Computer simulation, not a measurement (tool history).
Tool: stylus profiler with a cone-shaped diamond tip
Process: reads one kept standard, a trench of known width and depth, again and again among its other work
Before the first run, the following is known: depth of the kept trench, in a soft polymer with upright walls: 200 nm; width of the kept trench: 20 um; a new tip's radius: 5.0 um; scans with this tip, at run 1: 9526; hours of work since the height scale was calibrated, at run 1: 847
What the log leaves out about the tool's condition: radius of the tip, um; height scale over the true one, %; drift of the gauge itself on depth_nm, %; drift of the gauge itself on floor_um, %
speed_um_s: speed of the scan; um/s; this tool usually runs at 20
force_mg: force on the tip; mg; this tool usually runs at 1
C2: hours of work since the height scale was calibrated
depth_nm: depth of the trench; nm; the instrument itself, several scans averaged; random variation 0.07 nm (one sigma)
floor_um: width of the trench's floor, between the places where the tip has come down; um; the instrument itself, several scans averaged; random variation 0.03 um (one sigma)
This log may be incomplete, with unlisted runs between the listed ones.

run 1 day=0 | speed_um_s=20 force_mg=1 | scans_with_this_tip=9526 C2=847 | depth_nm=201.54 floor_um=17.04
run 2 day=0.946 | speed_um_s=20 force_mg=1 | scans_with_this_tip=9708 C2=863 | depth_nm=201.28 floor_um=17.07
run 3 day=2.938 | speed_um_s=20 force_mg=1 | scans_with_this_tip=10090 C2=897 | depth_nm=201.4 floor_um=17.03
run 4 day=4.492 | speed_um_s=20 force_mg=0.95 | scans_with_this_tip=10389 C2=924 | depth_nm=201.44 floor_um=17
run 5 day=5.742 | speed_um_s=13 force_mg=1 | scans_with_this_tip=10629 C2=945 | depth_nm=201.44 floor_um=17.1
run 6 day=7.483 | speed_um_s=13 force_mg=1 | scans_with_this_tip=10963 C2=975 | depth_nm=201.54 floor_um=17.08
run 7 day=8.288 | speed_um_s=13 force_mg=1 | scans_with_this_tip=11118 C2=989 | depth_nm=201.38 floor_um=17.03
run 8 day=9.346 | speed_um_s=13 force_mg=1 | scans_with_this_tip=11321 C2=1007 | depth_nm=201.5 floor_um=17.08

Expected results for the next run?
run 9 day=10.746 | speed_um_s=23 force_mg=0.37 | scans_with_this_tip=11590 C2=1031 | depth_nm=? floor_um=?

{"run 9": {"depth_nm": 200.79, "floor_um": 16.88}}
Take away the tool's hidden state, keep the run-to-run variation as it was, and the same run would have given depth_nm 200.81 nm, floor_um 16.9 um.
